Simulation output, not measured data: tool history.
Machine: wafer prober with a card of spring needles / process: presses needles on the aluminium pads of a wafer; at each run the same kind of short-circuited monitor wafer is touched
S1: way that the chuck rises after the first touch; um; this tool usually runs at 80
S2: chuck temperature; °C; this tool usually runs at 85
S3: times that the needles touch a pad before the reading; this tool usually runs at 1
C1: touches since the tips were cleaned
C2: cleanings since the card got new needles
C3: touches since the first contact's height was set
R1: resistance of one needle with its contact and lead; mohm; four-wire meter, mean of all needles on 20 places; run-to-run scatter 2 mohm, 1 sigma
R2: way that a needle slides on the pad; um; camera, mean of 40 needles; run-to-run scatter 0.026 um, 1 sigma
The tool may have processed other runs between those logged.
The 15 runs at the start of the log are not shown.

{"hour": 178.9, "done": "tips cleaned on abrasive film"}
{"run": 16, "hour": 181.4, "S1": 80, "S2": 85, "S3": 1, "C1": 998, "C2": 37, "C3": 48011, "R1": 230, "R2": 15.3}
{"run": 17, "hour": 190.2, "S1": 80, "S2": 85, "S3": 1, "C1": 4466, "C2": 37, "C3": 51479, "R1": 244, "R2": 15.33}
{"hour": 194.8, "done": "tips cleaned on abrasive film"}
{"run": 18, "hour": 203.6, "S1": 92, "S2": 83, "S3": 1, "C1": 3460, "C2": 38, "C3": 56743, "R1": 240, "R2": 17.61}
{"hour": 210.7, "done": "tips cleaned on abrasive film"}
{"run": 19, "hour": 212.0, "S1": 62, "S2": 93, "S3": 2, "C1": 518, "C2": 39, "C3": 60060, "R1": 227, "R2": 11.83}
{"hour": 226.5, "done": "tips cleaned on abrasive film"}
{"run": 20, "hour": 228.9, "S1": 84, "S2": 71, "S3": 2, "C1": 954, "C2": 40, "C3": 66701, "R1": 219, "R2": 16.1}
{"run": 21, "hour": 240.8, "S1": 86, "S2": 71, "S3": 2, "C1": 5676, "C2": 40, "C3": 71423, "R1": 234, "R2": 16.43}
{"hour": 243.3, "done": "tips cleaned on abrasive film"}
{"run": 22, "hour": 251.0, "S1": 95, "S2": 51, "S3": 2, "C1": 3056, "C2": 41, "C3": 75415, "R1": 218, "R2": 18.17}
{"hour": 259.2, "done": "tips cleaned on abrasive film"}
{"run": 23, "hour": 267.1, "S1": 95, "S2": 51, "S3": 2, "C1": 3139, "C2": 42, "C3": 81761, "R1": 222, "R2": 18.14}
{"hour": 274.8, "done": "tips cleaned on abrasive film"}
{"run": 24, "hour": 281.2, "S1": 95, "S2": 51, "S3": 2, "C1": 2516, "C2": 43, "C3": 87297, "R1": 219, "R2": 18.15}
{"hour": 290.6, "done": "tips cleaned on abrasive film"}
{"run": 25, "hour": 299.0, "S1": 72, "S2": 34, "S3": 2, "C1": 3339, "C2": 44, "C3": 94314, "R1": 221, "R2": 13.69}
{"hour": 305.8, "done": "height of the first contact set anew"}
{"hour": 307.1, "done": "tips cleaned on abrasive film"}
{"run": 26, "hour": 314.6, "S1": 72, "S2": 34, "S3": 1, "C1": 2983, "C2": 45, "C3": 3447, "R1": 228, "R2": 13.88}
{"hour": 323.5, "done": "tips cleaned on abrasive film"}
{"run": 27, "hour": 331.9, "S1": 77, "S2": 34, "S3": 1, "C1": 3342, "C2": 46, "C3": 10288, "R1": 227, "R2": 14.84}
{"hour": 339.8, "done": "tips cleaned on abrasive film"}
{"run": 28, "hour": 347.0, "S1": 77, "S2": 71, "S3": 1, "C1": 2832, "C2": 47, "C3": 16196, "R1": 240, "R2": 14.79}
{"hour": 355.5, "done": "tips cleaned on abrasive film"}
{"run": 29, "hour": 364.2, "S1": 77, "S2": 71, "S3": 1, "C1": 3429, "C2": 48, "C3": 22982, "R1": 234, "R2": 14.8}
{"hour": 371.6, "done": "tips cleaned on abrasive film"}
{"run": 30, "hour": 377.3, "S1": 77, "S2": 71, "S3": 1, "C1": 2263, "C2": 49, "C3": 28136, "R1": 233, "R2": 14.78}
{"hour": 387.4, "done": "tips cleaned on abrasive film"}
{"run": 31, "hour": 395.0, "S1": 80, "S2": 85, "S3": 2, "C1": 2979, "C2": 50, "C3": 35103, "R1": 234, "R2": 15.37}
{"hour": 403.4, "done": "tips cleaned on abrasive film"}
{"run": 32, "hour": 411.0, "S1": 80, "S2": 39, "S3": 1, "C1": 3022, "C2": 51, "C3": 41428, "R1": 222, "R2": 15.31}
{"hour": 419.8, "done": "tips cleaned on abrasive film"}
{"run": 33, "hour": 426.9, "S1": 80, "S2": 39, "S3": 3, "C1": 2831, "C2": 52, "C3": 47692, "R1": 218, "R2": 15.31}
{"hour": 436.1, "done": "tips cleaned on abrasive film"}
{"run": 34, "hour": 440.2, "S1": 80, "S2": 39, "S3": 3, "C1": 1597, "C2": 53, "C3": 52894, "R1": 215, "R2": 15.3}

Consider 3 possible next runs. They are alternatives, not a sequence: every one starts from the tool as it was left by run 34. What does each give?
{"hour": 452.0, "done": "tips cleaned on abrasive film"}
{"run": "A", "hour": 457.5, "S1": 85, "S2": 71, "S3": 2, "C1": 2164, "C2": 54, "C3": 59729, "R1": "?", "R2": "?"}
{"hour": 452.0, "done": "tips cleaned on abrasive film"}
{"run": "B", "hour": 457.5, "S1": 88, "S2": 106, "S3": 1, "C1": 2164, "C2": 54, "C3": 59729, "R1": "?", "R2": "?"}
{"hour": 452.0, "done": "tips cleaned on abrasive film"}
{"run": "C", "hour": 457.5, "S1": 75, "S2": 109, "S3": 3, "C1": 2164, "C2": 54, "C3": 59729, "R1": "?", "R2": "?"}

run=A R1=227 R2=16.28
run=B R1=234 R2=16.91
run=C R1=233 R2=14.36
What these runs would have given with no unlogged condition in the tool:
run=A R1=220 R2=16.40
run=B R1=222 R2=17.04
run=C R1=229 R2=14.48

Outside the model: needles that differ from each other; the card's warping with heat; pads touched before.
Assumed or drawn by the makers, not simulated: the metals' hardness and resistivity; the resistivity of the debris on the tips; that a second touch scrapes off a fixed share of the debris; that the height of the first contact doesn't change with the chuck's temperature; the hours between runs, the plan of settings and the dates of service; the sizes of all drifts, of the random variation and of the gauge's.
